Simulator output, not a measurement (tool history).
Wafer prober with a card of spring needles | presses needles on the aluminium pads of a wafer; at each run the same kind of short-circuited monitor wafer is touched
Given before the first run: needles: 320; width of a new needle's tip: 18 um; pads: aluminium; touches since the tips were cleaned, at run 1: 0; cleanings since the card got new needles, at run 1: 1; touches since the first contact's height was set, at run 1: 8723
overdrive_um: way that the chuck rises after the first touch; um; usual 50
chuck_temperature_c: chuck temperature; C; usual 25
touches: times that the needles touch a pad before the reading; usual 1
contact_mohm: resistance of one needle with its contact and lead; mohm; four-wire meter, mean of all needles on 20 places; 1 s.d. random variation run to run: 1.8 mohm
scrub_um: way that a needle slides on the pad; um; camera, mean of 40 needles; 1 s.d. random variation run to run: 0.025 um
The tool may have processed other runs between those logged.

run	hour	overdrive_um	chuck_temperature_c	touches	touches since the tips were cleaned	cleanings since the card got new needles	touches since the first contact's height was set	contact_mohm	scrub_um
1	0.0	50	25	1	0	1	8723	205	10.26
2	4.5	39	25	1	1146	1	9869	300	8.04
3	11.3	39	25	1	2900	1	11623	363	8.00
4	20.5	39	25	1	5253	1	13976	406	8.01
5	26.0	39	25	1	6678	1	15401	415	8.00
6	30.6	50	99	1	7843	1	16566	330	10.21
# hour 32.4: tips cleaned on abrasive film
7	37.7	50	99	2	1371	2	18382	245	10.22
8	46.6	50	99	2	3653	2	20664	269	10.20
9	53.1	50	96	1	5303	2	22314	327	10.26
10	59.0	31	96	1	6829	2	23840	517	6.33
11	63.5	31	96	1	7981	2	24992	527	6.33
# hour 64.2: height of the first contact set anew
# hour 64.9: tips cleaned on abrasive film
12	71.9	50	25	2	1788	3	1930	236	10.15
13	77.5	50	25	2	3239	3	3381	259	10.16
# hour 79.9: height of the first contact set anew, once more
14	84.1	50	25	2	4857	3	1074	268	10.30
15	92.2	31	25	1	6932	3	3149	538	6.37
# hour 97.9: tips cleaned on abrasive film
16	98.3	31	25	1	88	4	4675	242	6.36
17	104.2	50	25	1	1616	4	6203	264	10.27
18	112.5	31	25	2	3735	4	8322	370	6.36
19	117.1	31	25	1	4937	4	9524	511	6.39
20	122.1	50	30	1	6219	4	10806	323	10.26
21	126.4	50	30	1	7300	4	11887	334	10.27
# hour 130.2: tips cleaned on abrasive film
22	130.9	50	30	1	170	5	13017	204	10.27
23	138.3	50	48	1	2090	5	14937	282	10.20
24	142.6	33	76	3	3195	5	16042	288	6.74
25	146.8	41	33	2	4264	5	17111	299	8.40
26	155.6	66	71	1	6521	5	19368	272	13.55
27	160.6	43	26	1	7801	5	20648	386	8.79
# hour 162.4: tips cleaned on abrasive film
28	165.3	43	26	1	734	6	21824	258	8.81
29	172.3	65	27	3	2530	6	23620	211	13.26
30	177.5	49	105	1	3864	6	24954	321	9.98
31	186.6	41	75	3	6211	6	27301	272	8.39
32	190.5	46	75	2	7195	6	28285	295	9.44
# hour 194.9: tips cleaned on abrasive film
33	196.9	51	25	1	508	7	29906	222	10.43
34	203.7	38	37	3	2255	7	31653	251	7.71

4 options for the next run, each taken on its own from the tool as it stands now. Forecast them:
A	209.8	61	25	1	3827	7	33225	?	?
B	209.8	43	46	3	3827	7	33225	?	?
C	209.8	48	37	2	3827	7	33225	?	?
D	209.8	53	116	1	3827	7	33225	?	?

run	contact_mohm	scrub_um
A	271	12.42
B	251	8.77
C	275	9.81
D	304	10.78
The same runs, with their run-to-run variation unchanged, on a tool lacking any hidden condition would have given:
run	contact_mohm	scrub_um
A	185	12.51
B	194	8.86
C	195	9.90
D	209	10.87

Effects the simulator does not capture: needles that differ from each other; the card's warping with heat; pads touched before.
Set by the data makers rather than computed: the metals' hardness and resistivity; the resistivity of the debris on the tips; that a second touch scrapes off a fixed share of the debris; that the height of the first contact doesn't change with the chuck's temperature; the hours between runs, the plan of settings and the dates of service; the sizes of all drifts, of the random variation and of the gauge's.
